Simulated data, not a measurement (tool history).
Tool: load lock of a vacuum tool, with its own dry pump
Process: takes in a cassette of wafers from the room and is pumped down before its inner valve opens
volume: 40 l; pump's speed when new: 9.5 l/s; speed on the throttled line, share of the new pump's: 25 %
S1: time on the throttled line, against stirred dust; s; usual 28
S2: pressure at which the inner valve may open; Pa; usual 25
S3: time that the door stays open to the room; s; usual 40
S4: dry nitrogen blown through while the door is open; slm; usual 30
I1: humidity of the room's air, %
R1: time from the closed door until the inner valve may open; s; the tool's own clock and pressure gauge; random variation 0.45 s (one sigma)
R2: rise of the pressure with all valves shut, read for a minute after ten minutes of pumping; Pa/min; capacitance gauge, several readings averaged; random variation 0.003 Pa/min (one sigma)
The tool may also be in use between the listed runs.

run,hour,S1,S2,S3,S4,I1,R1,R2
1,0.0,28,25,40,30,42.1,56.1,0.073
2,168.9,28,25,40,30,41.5,56.5,0.071
3,410.7,28,25,40,30,45.3,56.4,0.074
4,587.0,28,25,40,30,43.8,56.6,0.080
5,829.2,28,25,145,30,41.6,57.8,0.092
6,1004.2,28,25,145,30,50.0,56.9,0.106
7,1217.4,28,25,145,30,46.7,57.1,0.106
8,1460.5,28,25,145,30,44.9,57.3,0.110
9,1602.5,28,25,145,30,45.4,57.3,0.114
10,1836.7,28,25,145,30,48.3,56.8,0.117
11,2033.8,28,25,145,30,42.1,57.4,0.111
12,2293.2,28,25,145,43,48.0,56.7,0.111
13,2546.0,28,25,145,43,46.8,56.7,0.116
14,2737.2,28,25,145,43,44.2,57.5,0.113
15,2848.1,28,25,40,30,49.3,57.9,0.110
16,3081.1,28,25,29,30,46.2,57.4,0.111
17,3305.8,28,25,29,30,45.6,57.7,0.110
18,3468.6,17,25,40,28,43.2,50.3,0.121
19,3714.6,28,36,40,5,47.1,55.5,0.148
20,3855.1,28,36,40,5,49.5,56.1,0.155
21,4050.1,54,23,40,5,42.5,77.4,0.143

Forecast run 22:
22,4172.4,54,23,40,5,42.0,?,?

{"run 22": {"R1": 77.1, "R2": 0.144}}
Without the tool's hidden state the same run would have given R1 75.4 s, R2 0.052 Pa/min.

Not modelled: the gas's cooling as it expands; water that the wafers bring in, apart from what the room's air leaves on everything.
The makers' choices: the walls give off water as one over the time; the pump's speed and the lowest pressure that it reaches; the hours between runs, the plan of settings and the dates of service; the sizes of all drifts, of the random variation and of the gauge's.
